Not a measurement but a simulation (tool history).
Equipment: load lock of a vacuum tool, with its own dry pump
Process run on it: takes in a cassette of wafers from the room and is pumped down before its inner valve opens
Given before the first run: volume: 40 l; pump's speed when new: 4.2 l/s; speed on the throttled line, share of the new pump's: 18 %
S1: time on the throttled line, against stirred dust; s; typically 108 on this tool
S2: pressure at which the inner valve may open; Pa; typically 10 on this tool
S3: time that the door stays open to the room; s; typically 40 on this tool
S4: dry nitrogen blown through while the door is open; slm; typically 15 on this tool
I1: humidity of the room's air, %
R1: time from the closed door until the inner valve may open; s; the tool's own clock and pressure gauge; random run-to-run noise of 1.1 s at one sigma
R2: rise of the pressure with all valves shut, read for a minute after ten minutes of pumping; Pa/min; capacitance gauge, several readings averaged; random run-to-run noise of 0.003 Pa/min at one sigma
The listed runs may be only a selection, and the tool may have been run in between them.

{"run": 1, "hour": 0.0, "S1": 108, "S2": 10, "S3": 40, "S4": 15, "I1": 44.9, "R1": 177.7, "R2": 0.028}
{"run": 2, "hour": 309.7, "S1": 108, "S2": 10, "S3": 40, "S4": 15, "I1": 46.8, "R1": 178.5, "R2": 0.035}
{"run": 3, "hour": 636.9, "S1": 108, "S2": 9, "S3": 40, "S4": 15, "I1": 46.2, "R1": 178.2, "R2": 0.032}
{"run": 4, "hour": 855.6, "S1": 108, "S2": 9, "S3": 40, "S4": 15, "I1": 44, "R1": 177.3, "R2": 0.036}
{"run": 5, "hour": 1172.2, "S1": 108, "S2": 9, "S3": 40, "S4": 15, "I1": 49, "R1": 178.6, "R2": 0.037}
{"run": 6, "hour": 1526.8, "S1": 108, "S2": 9, "S3": 40, "S4": 15, "I1": 43.9, "R1": 179.1, "R2": 0.033}
{"run": 7, "hour": 1768.1, "S1": 108, "S2": 9, "S3": 40, "S4": 15, "I1": 44.7, "R1": 177.4, "R2": 0.028}
{"run": 8, "hour": 1981.1, "S1": 108, "S2": 9, "S3": 40, "S4": 15, "I1": 45, "R1": 176.8, "R2": 0.035}
{"run": 9, "hour": 2171.3, "S1": 108, "S2": 10, "S3": 40, "S4": 15, "I1": 44.9, "R1": 177.7, "R2": 0.035}
{"run": 10, "hour": 2439.5, "S1": 108, "S2": 10, "S3": 40, "S4": 15, "I1": 45.5, "R1": 177.3, "R2": 0.027}
{"run": 11, "hour": 2660.0, "S1": 108, "S2": 10, "S3": 29, "S4": 15, "I1": 46.2, "R1": 177.3, "R2": 0.028}
{"run": 12, "hour": 2974.9, "S1": 108, "S2": 10, "S3": 29, "S4": 15, "I1": 41.5, "R1": 177.2, "R2": 0.022}
{"run": 13, "hour": 3212.0, "S1": 125, "S2": 15, "S3": 41, "S4": 10, "I1": 45.5, "R1": 186.9, "R2": 0.036}
{"run": 14, "hour": 3419.3, "S1": 190, "S2": 18, "S3": 136, "S4": 21, "I1": 45.8, "R1": 237.6, "R2": 0.049}
{"run": 15, "hour": 3734.7, "S1": 190, "S2": 18, "S3": 136, "S4": 21, "I1": 46.5, "R1": 238.3, "R2": 0.048}
{"run": 16, "hour": 4104.2, "S1": 195, "S2": 10, "S3": 40, "S4": 6, "I1": 45.8, "R1": 248.2, "R2": 0.047}
{"run": 17, "hour": 4426.4, "S1": 108, "S2": 10, "S3": 52, "S4": 15, "I1": 45.7, "R1": 177.7, "R2": 0.036}
{"run": 18, "hour": 4714.6, "S1": 108, "S2": 7, "S3": 38, "S4": 15, "I1": 46.7, "R1": 179.7, "R2": 0.035}
{"run": 19, "hour": 4880.1, "S1": 120, "S2": 10, "S3": 27, "S4": 15, "I1": 44.7, "R1": 187, "R2": 0.025}
{"run": 20, "hour": 5059.6, "S1": 120, "S2": 10, "S3": 27, "S4": 15, "I1": 47.6, "R1": 188.6, "R2": 0.026}
{"run": 21, "hour": 5287.6, "S1": 78, "S2": 9, "S3": 27, "S4": 5, "I1": 44.9, "R1": 154.3, "R2": 0.037}
{"run": 22, "hour": 5593.5, "S1": 78, "S2": 11, "S3": 27, "S4": 5, "I1": 44.4, "R1": 150.8, "R2": 0.036}
{"run": 23, "hour": 5937.5, "S1": 78, "S2": 11, "S3": 27, "S4": 5, "I1": 41.3, "R1": 150.8, "R2": 0.031}
{"run": 24, "hour": 6122.5, "S1": 78, "S2": 11, "S3": 27, "S4": 5, "I1": 43.4, "R1": 150, "R2": 0.039}

Branching from run 24: 4 alternative next runs. What would each branch give?
{"run": "A", "hour": 6470.9, "S1": 108, "S2": 10, "S3": 137, "S4": 15, "I1": 42.6, "R1": "?", "R2": "?"}
{"run": "B", "hour": 6470.9, "S1": 151, "S2": 10, "S3": 69, "S4": 15, "I1": 40, "R1": "?", "R2": "?"}
{"run": "C", "hour": 6470.9, "S1": 100, "S2": 11, "S3": 27, "S4": 5, "I1": 41.8, "R1": "?", "R2": "?"}
{"run": "D", "hour": 6470.9, "S1": 63, "S2": 11, "S3": 38, "S4": 5, "I1": 43.2, "R1": "?", "R2": "?"}

run=A R1=179.1 R2=0.06
run=B R1=211.7 R2=0.032
run=C R1=168.7 R2=0.037
run=D R1=139.6 R2=0.042
What these runs would have given with no unlogged condition in the tool:
run=A R1=179 R2=0.06
run=B R1=211.7 R2=0.031
run=C R1=168.7 R2=0.036
run=D R1=139.5 R2=0.042
